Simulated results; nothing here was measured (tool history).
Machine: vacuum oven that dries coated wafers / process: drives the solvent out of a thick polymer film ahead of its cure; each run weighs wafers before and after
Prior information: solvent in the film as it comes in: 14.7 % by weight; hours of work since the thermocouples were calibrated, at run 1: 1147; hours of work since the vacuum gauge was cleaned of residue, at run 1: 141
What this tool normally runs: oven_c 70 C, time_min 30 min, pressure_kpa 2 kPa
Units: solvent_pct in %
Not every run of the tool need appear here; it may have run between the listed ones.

run	hour	oven_c	time_min	pressure_kpa	hours of work since the thermocouples were calibrated	hours of work since the vacuum gauge was cleaned of residue	solvent_pct
1	0	70	30	2	1147	141	2.67
2	44.8	70	30	2	1176	171	2.73
3	70.1	70	30	2	1192	187	2.76
4	97.8	70	30	2	1210	205	2.75
5	127.9	70	27	2	1230	225	3.03
6	175.2	70	27	2	1261	255	3.17
7	202.7	70	30	2	1279	273	2.69
8	245.4	70	30	2	1306	301	2.8
9	285.6	70	30	2	1332	327	2.8
10	315.7	70	30	2	1352	347	2.82
11	354	70	30	2	1377	372	2.79
12	399.7	74	30	2	1407	401	1.97
13	448.8	74	30	2	1438	433	2.02
14	488.6	74	30	2	1464	459	2.03
15	540.2	74	30	2	1498	493	2.12
# hour 569.6: oven's thermocouples calibrated
16	573.9	74	30	2	3	513	1.8
17	620.6	70	30	2	33	544	2.45
18	651.4	70	30	2	53	564	2.41
19	701.9	70	53	2.99	86	596	2.08
# hour 706.3: vacuum gauge cleaned of residue and calibrated
20	752.6	71	30	5.59	118	30	4.18
21	788.3	71	30	5.59	141	53	4.07
22	816.8	68	40	1.02	160	72	1.57
23	869.4	63	28	1.62	194	106	4.21
24	905.8	63	28	1.62	218	130	4.15
25	944	59	28	1.62	242	155	5.14
26	992.3	59	28	1.62	274	186	5.19
# hour 1004.2: vacuum gauge cleaned of residue and calibrated, once more
27	1019.9	70	44	2	291	10	1.66
28	1062.6	81	19	2	319	38	1.82
29	1090.9	81	19	2	337	56	1.79
30	1132.2	72	24	1.49	364	83	2.56
31	1166.4	72	24	1.49	386	105	2.59
32	1196.6	66	24	3.74	406	125	5.06
33	1226	65	25	5.93	425	144	6.66
34	1278.6	59	25	2.86	459	178	6.46

Hidden condition of the tool, last listed run before each entry between runs versus first listed run after:
Run 15 -> run 16: oven's thermocouples calibrated (hour 569.6)
  true wafer temperature over the reading, C: -2.16 -> -0.2; true pressure over the reading, kPa: 0.056 -> 0.058
  measured minus no-state result, solvent_pct: +0.36 -> +0.05 %
Run 19 -> run 20: vacuum gauge cleaned of residue and calibrated (hour 706.3)
  true wafer temperature over the reading, C: -0.31 -> -0.35; true pressure over the reading, kPa: 0.07 -> 0.103
  measured minus no-state result, solvent_pct: +0.08 -> +0.14 %
Run 26 -> run 27: vacuum gauge cleaned of residue and calibrated, once more (hour 1004.2)
  true wafer temperature over the reading, C: -0.55 -> -0.57; true pressure over the reading, kPa: 0.124 -> 0
  measured minus no-state result, solvent_pct: +0.24 -> +0.07 %
